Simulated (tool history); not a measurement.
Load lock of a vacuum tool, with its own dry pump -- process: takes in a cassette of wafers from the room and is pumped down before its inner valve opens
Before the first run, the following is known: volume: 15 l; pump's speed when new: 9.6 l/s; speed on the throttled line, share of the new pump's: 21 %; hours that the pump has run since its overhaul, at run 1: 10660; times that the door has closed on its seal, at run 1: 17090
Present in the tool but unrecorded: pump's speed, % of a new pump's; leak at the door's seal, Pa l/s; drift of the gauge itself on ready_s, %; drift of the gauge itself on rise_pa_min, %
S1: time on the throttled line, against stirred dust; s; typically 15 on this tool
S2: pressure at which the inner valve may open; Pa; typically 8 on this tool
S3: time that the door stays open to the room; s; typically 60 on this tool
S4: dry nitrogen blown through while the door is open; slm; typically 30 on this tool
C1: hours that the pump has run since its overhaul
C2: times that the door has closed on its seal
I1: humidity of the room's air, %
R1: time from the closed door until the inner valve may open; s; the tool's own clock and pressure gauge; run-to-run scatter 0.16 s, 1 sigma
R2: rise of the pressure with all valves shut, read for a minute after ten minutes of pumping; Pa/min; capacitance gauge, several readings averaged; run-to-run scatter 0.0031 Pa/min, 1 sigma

Run 1, hour 0: usual settings; C1 10660; C2 17090; I1 45.4. Result: R1 27.7 s, R2 0.08 Pa/min.
Run 2, hour 236.1: usual settings; C1 10897; C2 17637; I1 46.5. Result: R1 27.2 s, R2 0.082 Pa/min.
Run 3, hour 351.1: usual settings; C1 11012; C2 17903; I1 45.9. Result: R1 27.5 s, R2 0.08 Pa/min.
Run 4, hour 525.7: usual settings; C1 11186; C2 18306; I1 43. Result: R1 27.2 s, R2 0.085 Pa/min.
Run 5, hour 669.2: usual settings; C1 11330; C2 18638; I1 46.5. Result: R1 27.6 s, R2 0.079 Pa/min.
Run 6, hour 795.2: usual settings; C1 11456; C2 18930; I1 42.6. Result: R1 27.7 s, R2 0.084 Pa/min.
Run 7, hour 908.1: usual settings; C1 11569; C2 19191; I1 41.6. Result: R1 27.7 s, R2 0.087 Pa/min.
Run 8, hour 1042.9: usual settings; C1 11703; C2 19503; I1 46.7. Result: R1 27.5 s, R2 0.092 Pa/min.
Run 9, hour 1278.3: usual settings; C1 11939; C2 20047; I1 44.1. Result: R1 27.5 s, R2 0.089 Pa/min.
Run 10, hour 1526: usual settings; C1 12186; C2 20620; I1 45.3. Result: R1 27.5 s, R2 0.092 Pa/min.
Run 11, hour 1695.1: usual settings but S2 6 Pa, S3 152 s, S4 7 slm; C1 12356; C2 21012; I1 43.3. Result: R1 28.2 s, R2 0.169 Pa/min.
Run 12, hour 1833.5: usual settings but S2 6 Pa, S3 152 s, S4 7 slm; C1 12494; C2 21332; I1 44.1. Result: R1 28.4 s, R2 0.174 Pa/min.
Run 13, hour 1994: usual settings but S2 10 Pa, S3 55 s; C1 12654; C2 21703; I1 43.5. Result: R1 27.2 s, R2 0.096 Pa/min.
Run 14, hour 2241.2: usual settings but S2 10 Pa, S3 33 s; C1 12902; C2 22275; I1 42.8. Result: R1 27.2 s, R2 0.083 Pa/min.
Run 15, hour 2487.5: usual settings but S1 22 s, S2 6 Pa, S4 5 slm; C1 13148; C2 22845; I1 42.8. Result: R1 33.9 s, R2 0.142 Pa/min.
Run 16, hour 2619.4: usual settings but S3 69 s, S4 11 slm; C1 13280; C2 23150; I1 43.3. Result: R1 27.5 s, R2 0.131 Pa/min.
Run 17, hour 2841.7: usual settings; C1 13502; C2 23664; I1 46.5. Result: R1 27.9 s, R2 0.104 Pa/min.
Run 18, hour 3003.8: usual settings but S3 26 s; C1 13664; C2 24039; I1 44.8. Result: R1 27.9 s, R2 0.088 Pa/min.
Run 19, hour 3257: usual settings but S1 11 s, S4 6 slm; C1 13917; C2 24625; I1 45.6. Result: R1 24.4 s, R2 0.143 Pa/min.

What will run 20 give?
Run 20, hour 3476.4: usual settings but S4 22 slm; C1 14137; C2 25133; I1 46.6. Result: R1 ?, R2 ?.

Run 20 produced R1 27.8 s, R2 0.121 Pa/min.
Minus the tool's unlogged condition, the same run would have read R1 26.8 s, R2 0.073 Pa/min.

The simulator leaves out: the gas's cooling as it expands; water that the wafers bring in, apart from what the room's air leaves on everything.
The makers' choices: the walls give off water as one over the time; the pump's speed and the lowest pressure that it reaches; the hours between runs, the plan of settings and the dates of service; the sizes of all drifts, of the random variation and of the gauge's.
